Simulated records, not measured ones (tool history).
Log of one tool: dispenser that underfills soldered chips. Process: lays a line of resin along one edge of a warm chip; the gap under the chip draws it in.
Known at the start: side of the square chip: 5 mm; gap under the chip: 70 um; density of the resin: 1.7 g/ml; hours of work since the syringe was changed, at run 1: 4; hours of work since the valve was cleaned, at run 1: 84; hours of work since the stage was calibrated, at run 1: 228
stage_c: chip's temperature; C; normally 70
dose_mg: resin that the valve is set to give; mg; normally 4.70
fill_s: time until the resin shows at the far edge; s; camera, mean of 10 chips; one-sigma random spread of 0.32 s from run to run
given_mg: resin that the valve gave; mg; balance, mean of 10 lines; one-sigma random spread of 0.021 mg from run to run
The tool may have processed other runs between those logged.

| run | hour | stage_c | dose_mg | hours of work since the syringe was changed | hours of work since the valve was cleaned | hours of work since the stage was calibrated | fill_s | given_mg |
|---|---|---|---|---|---|---|---|---|
| 1 | 0.0 | 70 | 4.70 | 4 | 84 | 228 | 13.2 | 4.59 |
|  | 3.8 | new syringe of resin |
| 2 | 8.8 | 70 | 4.70 | 3 | 89 | 233 | 12.6 | 4.55 |
|  | 13.0 | new syringe of resin |
| 3 | 17.1 | 70 | 4.70 | 3 | 95 | 238 | 11.4 | 4.54 |
|  | 22.3 | new syringe of resin |
| 4 | 27.7 | 70 | 4.97 | 4 | 101 | 245 | 13.2 | 4.79 |
|  | 32.0 | new syringe of resin |
| 5 | 34.1 | 70 | 4.97 | 1 | 105 | 249 | 10.7 | 4.81 |
|  | 41.8 | new syringe of resin |
| 6 | 41.8 | 70 | 4.97 | 0 | 110 | 254 | 9.6 | 4.80 |
|  | 51.7 | new syringe of resin |
| 7 | 52.1 | 70 | 4.97 | 0 | 116 | 260 | 10.0 | 4.80 |
|  | 55.8 | dispensing valve cleaned and set on the balance |
| 8 | 60.2 | 70 | 4.97 | 5 | 3 | 265 | 14.2 | 4.94 |
|  | 62.1 | new syringe of resin |
| 9 | 66.9 | 70 | 4.97 | 3 | 7 | 269 | 12.4 | 4.96 |
|  | 71.6 | new syringe of resin |
| 10 | 75.1 | 73 | 4.97 | 2 | 12 | 274 | 10.4 | 4.96 |
|  | 81.1 | new syringe of resin |
| 11 | 84.3 | 55 | 4.70 | 2 | 18 | 280 | 19.3 | 4.73 |
| 12 | 89.3 | 55 | 4.70 | 5 | 21 | 283 | 24.9 | 4.72 |
|  | 90.5 | new syringe of resin |
| 13 | 95.3 | 55 | 4.48 | 3 | 25 | 287 | 20.8 | 4.44 |
|  | 99.9 | new syringe of resin |
| 14 | 104.4 | 55 | 4.48 | 3 | 30 | 292 | 20.7 | 4.43 |
|  | 109.6 | new syringe of resin |
| 15 | 113.1 | 84 | 4.70 | 2 | 36 | 298 | 6.5 | 4.69 |
|  | 118.9 | new syringe of resin |
| 16 | 119.8 | 84 | 4.70 | 1 | 40 | 302 | 6.3 | 4.66 |
|  | 128.1 | new syringe of resin |
| 17 | 129.0 | 84 | 4.70 | 1 | 46 | 308 | 6.6 | 4.64 |
| 18 | 136.8 | 84 | 4.72 | 6 | 51 | 313 | 9.6 | 4.68 |
|  | 137.7 | new syringe of resin |
| 19 | 143.7 | 84 | 4.72 | 4 | 55 | 317 | 8.0 | 4.66 |
|  | 147.5 | new syringe of resin |
| 20 | 150.8 | 72 | 4.72 | 2 | 59 | 321 | 10.5 | 4.69 |
| 21 | 155.7 | 58 | 5.21 | 5 | 63 | 324 | 22.3 | 5.08 |
|  | 156.7 | new syringe of resin |
| 22 | 163.3 | 58 | 5.21 | 4 | 67 | 329 | 19.8 | 5.08 |
|  | 166.4 | new syringe of resin |
| 23 | 170.0 | 84 | 5.21 | 2 | 71 | 333 | 6.8 | 5.08 |
|  | 176.2 | new syringe of resin |
| 24 | 179.0 | 56 | 5.70 | 2 | 77 | 339 | 18.2 | 5.59 |
|  | 185.5 | new syringe of resin |
| 25 | 188.2 | 73 | 4.20 | 2 | 83 | 345 | 9.6 | 4.11 |
|  | 195.4 | new syringe of resin |
| 26 | 197.8 | 73 | 4.20 | 2 | 89 | 351 | 9.7 | 4.09 |
|  | 204.6 | new syringe of resin |
| 27 | 205.6 | 56 | 5.03 | 1 | 94 | 355 | 16.7 | 4.91 |
|  | 214.4 | new syringe of resin |
| 28 | 217.9 | 75 | 4.58 | 2 | 101 | 363 | 9.3 | 4.42 |
|  | 224.2 | new syringe of resin |
| 29 | 227.7 | 76 | 4.33 | 2 | 108 | 369 | 9.5 | 4.20 |
|  | 233.5 | new syringe of resin |
| 30 | 235.4 | 76 | 4.33 | 1 | 112 | 374 | 8.5 | 4.17 |
| 31 | 241.0 | 59 | 6.02 | 5 | 116 | 378 | 20.1 | 5.81 |
|  | 243.3 | new syringe of resin |
|  | 245.4 | dispensing valve cleaned and set on the balance |
| 32 | 251.0 | 77 | 4.46 | 4 | 4 | 383 | 10.9 | 4.42 |
|  | 254.5 | new syringe of resin |
| 33 | 262.6 | 58 | 4.90 | 5 | 11 | 391 | 22.3 | 4.86 |
|  | 264.2 | new syringe of resin |
| 34 | 270.6 | 58 | 4.90 | 4 | 16 | 396 | 20.4 | 4.85 |
|  | 273.5 | new syringe of resin |
| 35 | 276.7 | 61 | 4.42 | 2 | 20 | 399 | 15.4 | 4.33 |
|  | 282.7 | new syringe of resin |
| 36 | 284.4 | 61 | 4.42 | 1 | 24 | 404 | 14.1 | 4.35 |

Alternative continuations, all from the tool just after run 36; predict every row:
|  | 292.6 | new syringe of resin |
| A | 293.4 | 61 | 5.46 | 0 | 30 | 410 | ? | ? |
|  | 292.6 | new syringe of resin |
| B | 293.4 | 65 | 4.50 | 0 | 30 | 410 | ? | ? |
|  | 292.6 | new syringe of resin |
| C | 293.4 | 59 | 4.24 | 0 | 30 | 410 | ? | ? |

| run | fill_s | given_mg |
|---|---|---|
| A | 13.0 | 5.37 |
| B | 11.5 | 4.44 |
| C | 14.4 | 4.19 |
Stripped of hidden state, with their random variation kept, the same runs would have yielded:
| run | fill_s | given_mg |
|---|---|---|
| A | 13.4 | 5.45 |
| B | 11.7 | 4.51 |
| C | 14.7 | 4.25 |
